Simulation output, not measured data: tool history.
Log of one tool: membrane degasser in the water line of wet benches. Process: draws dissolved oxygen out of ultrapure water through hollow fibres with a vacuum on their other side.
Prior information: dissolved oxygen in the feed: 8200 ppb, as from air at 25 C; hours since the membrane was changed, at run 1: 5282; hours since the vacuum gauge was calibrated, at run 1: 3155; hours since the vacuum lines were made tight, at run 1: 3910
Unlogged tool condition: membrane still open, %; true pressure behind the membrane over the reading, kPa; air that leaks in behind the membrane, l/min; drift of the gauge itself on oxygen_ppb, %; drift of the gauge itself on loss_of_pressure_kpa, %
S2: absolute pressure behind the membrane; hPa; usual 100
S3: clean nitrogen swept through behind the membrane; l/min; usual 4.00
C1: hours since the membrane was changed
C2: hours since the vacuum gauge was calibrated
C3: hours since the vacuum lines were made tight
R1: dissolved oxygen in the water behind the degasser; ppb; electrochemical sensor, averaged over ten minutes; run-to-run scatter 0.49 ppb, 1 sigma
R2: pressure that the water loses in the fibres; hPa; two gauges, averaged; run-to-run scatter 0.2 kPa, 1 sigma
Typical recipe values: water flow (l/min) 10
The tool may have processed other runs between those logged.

run 1 hour=0.0 | water_flow_(l/min)=10 S2=100 S3=4.00 | C1=5282 C2=3155 C3=3910 | R1=47.7 R2=468.2
run 2 hour=113.6 | water_flow_(l/min)=10 S2=100 S3=4.00 | C1=5395 C2=3269 C3=4024 | R1=47.0 R2=467.9
run 3 hour=203.1 | water_flow_(l/min)=10 S2=100 S3=4.00 | C1=5485 C2=3359 C3=4113 | R1=47.7 R2=466.2
run 4 hour=336.9 | water_flow_(l/min)=10 S2=100 S3=4.00 | C1=5619 C2=3492 C3=4247 | R1=47.6 R2=464.7
run 5 hour=472.8 | water_flow_(l/min)=10 S2=100 S3=4.00 | C1=5755 C2=3628 C3=4383 | R1=47.4 R2=471.0
run 6 hour=589.4 | water_flow_(l/min)=10 S2=100 S3=4.00 | C1=5871 C2=3745 C3=4499 | R1=48.9 R2=468.0
run 7 hour=692.8 | water_flow_(l/min)=10 S2=100 S3=4.00 | C1=5975 C2=3848 C3=4603 | R1=46.8 R2=472.1
run 8 hour=857.0 | water_flow_(l/min)=10 S2=100 S3=4.00 | C1=6139 C2=4012 C3=4767 | R1=48.7 R2=467.5
run 9 hour=971.3 | water_flow_(l/min)=10 S2=100 S3=4.00 | C1=6253 C2=4127 C3=4881 | R1=47.4 R2=468.4
run 10 hour=1055.0 | water_flow_(l/min)=10 S2=100 S3=4.00 | C1=6337 C2=4210 C3=4965 | R1=48.0 R2=471.5
run 11 hour=1173.0 | water_flow_(l/min)=10 S2=100 S3=4.00 | C1=6455 C2=4328 C3=5083 | R1=48.0 R2=470.7
run 12 hour=1259.1 | water_flow_(l/min)=10 S2=100 S3=4.00 | C1=6541 C2=4415 C3=5169 | R1=47.8 R2=473.2
-- hour=1272.8 vacuum gauge calibrated
run 13 hour=1364.2 | water_flow_(l/min)=10 S2=100 S3=4.10 | C1=6646 C2=91 C3=5274 | R1=48.0 R2=472.4
run 14 hour=1443.5 | water_flow_(l/min)=10 S2=115 S3=4.00 | C1=6725 C2=171 C3=5353 | R1=57.6 R2=471.9
run 15 hour=1564.9 | water_flow_(l/min)=10 S2=77 S3=4.00 | C1=6846 C2=292 C3=5474 | R1=34.1 R2=470.8
run 16 hour=1708.6 | water_flow_(l/min)=10 S2=77 S3=4.00 | C1=6990 C2=436 C3=5618 | R1=33.4 R2=476.0
run 17 hour=1795.4 | water_flow_(l/min)=10 S2=77 S3=4.00 | C1=7077 C2=523 C3=5705 | R1=33.7 R2=473.9
run 18 hour=1903.5 | water_flow_(l/min)=10 S2=104 S3=2.43 | C1=7185 C2=631 C3=5813 | R1=80.6 R2=475.5
run 19 hour=2042.7 | water_flow_(l/min)=9 S2=94 S3=5.99 | C1=7324 C2=770 C3=5952 | R1=28.5 R2=425.3

Forecast run 20:
-- hour=2133.4 vacuum gauge calibrated, once more
run 20 hour=2154.6 | water_flow_(l/min)=15 S2=70 S3=9.71 | C1=7435 C2=21 C3=6064 | R1=? R2=?

{"run 20": {"R1": 32.6, "R2": 711.9}}
Were there no unlogged condition in the tool, this run, its random variation unchanged, would have produced R1 29.5 ppb, R2 692.0 hPa.
